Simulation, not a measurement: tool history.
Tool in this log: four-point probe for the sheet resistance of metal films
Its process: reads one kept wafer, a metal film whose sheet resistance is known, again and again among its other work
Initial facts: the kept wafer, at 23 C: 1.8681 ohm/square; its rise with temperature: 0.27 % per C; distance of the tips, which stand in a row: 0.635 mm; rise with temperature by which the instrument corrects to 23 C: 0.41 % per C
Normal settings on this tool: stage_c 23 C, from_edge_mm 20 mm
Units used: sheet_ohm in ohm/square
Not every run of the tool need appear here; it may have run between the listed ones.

run,day,stage_c,from_edge_mm,sheet_ohm
1,0.000,23,20,1.869266
2,2.054,23,20,1.869971
3,4.788,23,20,1.868743
4,7.742,23,20,1.867879
5,10.762,23,20,1.867912
6,13.042,32,20,1.845027
7,15.400,32,20,1.844726
8,17.992,23,20,1.866413
9,19.804,23,20,1.866112
10,21.412,23,20,1.865077
11,23.058,27,20,1.855459
12,25.471,23,20,1.865023
13,26.725,23,6,1.874911
14,28.850,23,6,1.875305
15,31.646,23,6,1.873940
16,33.275,33,6,1.848287
17,35.167,21,6,1.879025
18,37.946,23,20,1.863140
19,39.729,23,9,1.866451
20,42.425,26,14,1.855472
21,43.983,22,56,1.863738
22,45.754,32,48,1.837811
23,47.862,32,48,1.837722
24,49.100,32,15,1.839230
25,51.717,20,25,1.868125
26,53.383,26,51,1.851609
27,56.038,24,9,1.860912
28,57.875,18,41,1.871323
29,59.604,18,41,1.871551

Each row is a separate what-if for the run after 29, all from the same tool condition, not one after another. Results?
A,62.154,34,52,?
B,62.154,20,14,?
C,62.154,29,60,?

run,sheet_ohm
A,1.830366
B,1.867495
C,1.842034
With the hidden condition removed and each run's random variation left untouched, the same runs would have given:
run,sheet_ohm
A,1.841138
B,1.878360
C,1.852831
